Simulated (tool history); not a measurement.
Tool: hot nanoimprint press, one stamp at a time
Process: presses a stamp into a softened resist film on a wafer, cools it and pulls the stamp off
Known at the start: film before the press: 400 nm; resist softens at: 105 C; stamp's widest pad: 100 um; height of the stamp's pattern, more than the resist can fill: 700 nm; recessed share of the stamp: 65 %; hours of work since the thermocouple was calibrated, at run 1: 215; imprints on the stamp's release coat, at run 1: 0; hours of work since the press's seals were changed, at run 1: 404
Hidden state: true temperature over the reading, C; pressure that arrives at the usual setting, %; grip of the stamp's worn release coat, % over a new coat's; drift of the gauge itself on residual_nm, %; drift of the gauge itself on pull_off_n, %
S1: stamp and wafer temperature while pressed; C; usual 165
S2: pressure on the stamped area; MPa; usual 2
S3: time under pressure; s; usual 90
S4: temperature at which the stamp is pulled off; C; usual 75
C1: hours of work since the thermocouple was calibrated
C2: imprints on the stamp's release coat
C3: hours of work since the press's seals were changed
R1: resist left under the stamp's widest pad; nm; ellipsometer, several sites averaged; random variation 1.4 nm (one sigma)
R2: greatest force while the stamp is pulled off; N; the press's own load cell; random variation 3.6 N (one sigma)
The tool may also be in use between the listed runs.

run   hour   S1    S2  S3  S4   C1   C2   C3     R1   R2
  1      0  165     2  90  75  215    0  404  222.5  177
  2   11.7  165  1.29  90  75  223   52  412  258.2  178
  3   25.9  165  1.29  90  75  233  115  423  258.8  188
  4   42.8  165  1.29  90  75  246  189  435  258.9  180
  5   62.2  165  1.29  90  75  259  275  449  256.3  188
  6   71.8  165  1.29  90  75  266  318  456  259.2  182
  7   90.1  165     2  90  66  280  399  469  221.7  216
  8  104.7  165     2  90  65  290  464  479  220.7  228
     114.2  -- plate thermocouple calibrated
  9  128.5  170  1.83  90  65   10  556  494  185.6  230
 10  137.1  170  1.83  90  65   16  595  500  186.6  230
 11  148.2  166     2  47  75   24  644  508  260.8  194
 12  163.4  166  1.25  47  79   35  711  519  295.1  184
 13    180  172  2.08  90  71   47  785  531  165.9  215
 14  189.6  172  2.08  90  71   54  827  538  164.3  211
 15  209.2  172  1.32  90  71   68  914  552  200.3  222

Forecast each of these 5 alternatives for the next run:
  A  219.8  169     2   90  75  76  961  560   ?   ?
  B  219.8  172  1.32  108  71  76  961  560   ?   ?
  C  219.8  169     2   90  75  76  961  560   ?   ?
  D  219.8  165  2.72   90  81  76  961  560   ?   ?
  E  219.8  172  1.32   64  71  76  961  560   ?   ?

run     R1   R2
  A  189.9  208
  B  186.5  221
  C  190.1  208
  D  196.8  185
  E  224.1  220
Without the tool's hidden state the same runs would have given:
run     R1   R2
  A  186.5  177
  B  183.6  186
  C  186.7  176
  D  192.8  157
  E    221  186

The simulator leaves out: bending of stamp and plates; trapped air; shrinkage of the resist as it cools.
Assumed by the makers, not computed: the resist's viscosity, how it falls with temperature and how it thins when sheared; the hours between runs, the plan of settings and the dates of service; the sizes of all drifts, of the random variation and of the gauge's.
